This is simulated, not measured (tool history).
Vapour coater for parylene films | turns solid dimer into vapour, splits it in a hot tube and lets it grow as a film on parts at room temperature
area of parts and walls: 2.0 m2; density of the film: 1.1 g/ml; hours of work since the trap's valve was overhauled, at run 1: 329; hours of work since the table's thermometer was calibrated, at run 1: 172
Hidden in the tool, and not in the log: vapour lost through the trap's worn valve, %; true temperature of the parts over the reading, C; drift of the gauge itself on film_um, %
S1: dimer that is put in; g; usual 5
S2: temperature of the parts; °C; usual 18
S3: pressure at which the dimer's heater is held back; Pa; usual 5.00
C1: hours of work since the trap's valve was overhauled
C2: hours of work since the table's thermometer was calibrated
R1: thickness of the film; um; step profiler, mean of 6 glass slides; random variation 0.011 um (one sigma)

run   hour  S1  S2     S3   C1   C2    R1
  1    0.0   5  18   5.00  329  172  1.07
  2   13.4   5  18   5.00  335  178  1.07
  3   31.0   5  15   5.00  342  185  1.11
  4   49.2   5  15   5.00  350  193  1.11
  5   73.3   4  18   5.00  361  204  0.84
  6  101.8   4  18   5.00  373  216  0.87
  7  124.1   4  18   5.00  383  226  0.82
  8  138.1   5  18   5.00  389  232  1.03
  9  161.3   5  18   5.00  399  242  1.07
 10  189.2   5  18   5.00  411  254  1.03
 11  207.9   5  18   5.00  419  262  1.03
 12  231.7   5  18  11.55  429  272  0.88
 13  245.7   5  18  11.55  435  278  0.88
 14  273.7   5  18   5.00  448  291  1.03
     290.2  -- trap's valve overhauled
 15  295.4   3  18   5.00    2  298  0.70
 16  321.3   5  18   5.00   13  310  1.20
 17  337.4   5  18   5.00   20  316  1.18
 18  350.3   5  18   5.00   26  322  1.18
 19  370.4   5  18   5.00   35  331  1.19
 20  398.8   5  18   5.00   47  343  1.16
 21  413.4   5  18   5.00   53  349  1.18
 22  440.1   5  18   5.00   65  361  1.17
 23  461.4   5  18   5.00   74  370  1.18
 24  484.4   2  18   4.89   84  380  0.47
     487.1  -- table's thermometer calibrated
 25  511.0   2  20   6.63   95   10  0.42
 26  525.7   2  21   7.98  102   17  0.38
 27  546.5   2  20  10.94  111   26  0.38
 28  570.4   3  20   8.73  121   36  0.60
 29  591.5   8  26   3.68  130   45  1.66
 30  612.8   8  26   3.68  139   55  1.71
     626.8  -- table's thermometer calibrated, once more
 31  642.3   3  12   5.93  152    7  0.74
 32  665.8   5  12   5.00  162   17  1.28
 33  693.9   5  12   5.00  174   29  1.26
 34  711.6   4  20   5.00  182   37  0.85
 35  739.4   4  20   5.00  194   49  0.85
 36  766.5   5  15   3.70  206   61  1.25
 37  788.8   7  11   2.32  215   70  2.08
 38  808.2   7  11   2.32  224   79  2.03
 39  826.3   7  11   2.32  232   87  2.04
 40  848.5   7  18   2.91  241   96  1.73
 41  869.3   3  13   4.43  250  105  0.75
 42  896.0   7  12   2.22  262  117  2.02
 43  922.5   7  12   3.32  273  128  1.85
 44  938.0   7  12   3.32  280  135  1.86
 45  964.5   7  12   3.32  292  146  1.83
 46  993.7   7  12   4.60  304  159  1.72

Hidden state at the last listed run before each entry between runs and at the first one after, where it differs:
Between runs 14 and 15: trap's valve overhauled (hour 290.2)
  vapour lost through the trap's worn valve, %: 13.8 -> 0.4; true temperature of the parts over the reading, C: -0.09 -> -0.1
  measured less the result without the state, R1: -0.16 -> +0.00 um
Between runs 24 and 25: table's thermometer calibrated (hour 487.1)
  vapour lost through the trap's worn valve, %: 2.8 -> 3.1; true temperature of the parts over the reading, C: -0.12 -> -0.16
  measured less the result without the state, R1: -0.01 -> -0.02 um
Between runs 30 and 31: table's thermometer calibrated, once more (hour 626.8)
  vapour lost through the trap's worn valve, %: 4.4 -> 4.8; true temperature of the parts over the reading, C: -0.17 -> -0.11
  measured less the result without the state, R1: -0.07 -> -0.03 um

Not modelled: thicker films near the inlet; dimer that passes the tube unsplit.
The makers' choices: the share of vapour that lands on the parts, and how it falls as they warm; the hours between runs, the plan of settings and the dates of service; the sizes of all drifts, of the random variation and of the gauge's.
